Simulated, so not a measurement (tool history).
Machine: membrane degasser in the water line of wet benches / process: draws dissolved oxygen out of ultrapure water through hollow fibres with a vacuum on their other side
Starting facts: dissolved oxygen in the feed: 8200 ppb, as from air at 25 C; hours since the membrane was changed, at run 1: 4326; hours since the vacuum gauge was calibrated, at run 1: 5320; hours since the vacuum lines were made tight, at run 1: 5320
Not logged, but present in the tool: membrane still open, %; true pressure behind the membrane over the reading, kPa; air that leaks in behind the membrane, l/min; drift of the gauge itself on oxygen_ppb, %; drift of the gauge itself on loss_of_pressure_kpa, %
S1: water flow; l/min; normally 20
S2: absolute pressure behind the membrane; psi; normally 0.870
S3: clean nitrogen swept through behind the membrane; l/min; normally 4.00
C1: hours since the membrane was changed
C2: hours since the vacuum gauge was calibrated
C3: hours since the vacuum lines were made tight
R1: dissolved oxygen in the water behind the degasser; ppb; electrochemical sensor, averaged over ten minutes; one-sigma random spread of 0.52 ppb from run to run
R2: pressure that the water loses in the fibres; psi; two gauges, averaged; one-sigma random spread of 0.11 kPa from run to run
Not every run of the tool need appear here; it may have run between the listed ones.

run,day,S1,S2,S3,C1,C2,C3,R1,R2
1,0.000,20,0.870,4.00,4326,5320,5320,48.2,4.519
2,9.283,20,0.870,4.00,4549,5542,5542,49.7,4.537
3,16.533,20,0.870,4.00,4723,5717,5717,49.0,4.544
# day 21.067: seals of the vacuum lines changed
# day 23.883: vacuum gauge calibrated
4,24.379,20,0.870,4.00,4909,12,79,48.5,4.566
5,30.675,20,0.870,1.81,5060,163,230,92.5,4.553
6,35.888,20,0.870,4.00,5185,288,355,50.0,4.563
7,41.729,20,0.640,4.00,5325,428,495,29.9,4.557
8,50.329,26,0.640,4.00,5532,635,702,52.1,5.923
9,56.108,26,0.640,4.00,5670,773,840,53.6,5.935
10,60.992,32,0.870,4.00,5787,891,958,117.5,7.329
11,68.025,20,0.593,4.00,5956,1059,1126,26.6,4.593
12,74.042,20,0.593,4.00,6101,1204,1271,27.2,4.560
13,80.275,20,0.593,4.00,6250,1353,1420,26.8,4.560
# day 83.038: vacuum gauge calibrated, once more
14,85.854,20,0.770,4.00,6384,68,1554,35.4,4.569
15,90.762,20,1.289,4.00,6501,185,1672,79.5,4.590
16,100.646,20,1.289,4.00,6739,423,1909,79.9,4.590
17,110.558,20,0.976,1.76,6977,660,2147,107.7,4.596
18,118.521,27,1.317,2.55,7168,852,2338,176.8,6.211
19,124.146,27,1.317,2.55,7303,987,2473,179.0,6.200
20,134.362,19,1.317,2.24,7548,1232,2718,127.3,4.405
21,138.925,20,0.870,1.99,7657,1341,2828,78.8,4.633
22,149.267,20,0.870,1.99,7906,1589,3076,78.7,4.621
23,156.879,20,1.031,11.96,8088,1772,3258,27.7,4.618
24,163.708,20,1.031,11.96,8252,1936,3422,28.5,4.633
25,172.675,20,1.838,4.00,8467,2151,3638,130.0,4.635
26,181.021,28,1.838,7.85,8668,2352,3838,123.7,6.474
27,185.946,20,1.168,2.04,8786,2470,3956,128.3,4.638
28,195.396,26,0.995,10.37,9013,2697,4183,55.1,6.006
29,200.412,20,0.587,3.20,9133,2817,4303,26.6,4.657
30,204.708,13,1.714,6.34,9236,2920,4406,47.8,3.010
31,209.512,32,1.714,6.34,9351,3035,4522,162.9,7.459

Predict each of these 5 candidate next runs independently; none follows another, all start after run 31:
A,214.217,32,1.706,6.33,9464,3148,4635,?,?
B,214.217,32,1.136,2.91,9464,3148,4635,?,?
C,214.217,32,0.748,3.92,9464,3148,4635,?,?
D,214.217,19,1.714,8.28,9464,3148,4635,?,?
E,214.217,22,0.927,4.00,9464,3148,4635,?,?

run,R1,R2
A,163.7,7.419
B,180.2,7.461
C,99.9,7.478
D,61.6,4.416
E,62.6,5.100
With no hidden state in the tool, these same runs would have given:
run,R1,R2
A,149.4,7.097
B,164.4,7.137
C,85.5,7.156
D,57.1,4.225
E,56.0,4.879

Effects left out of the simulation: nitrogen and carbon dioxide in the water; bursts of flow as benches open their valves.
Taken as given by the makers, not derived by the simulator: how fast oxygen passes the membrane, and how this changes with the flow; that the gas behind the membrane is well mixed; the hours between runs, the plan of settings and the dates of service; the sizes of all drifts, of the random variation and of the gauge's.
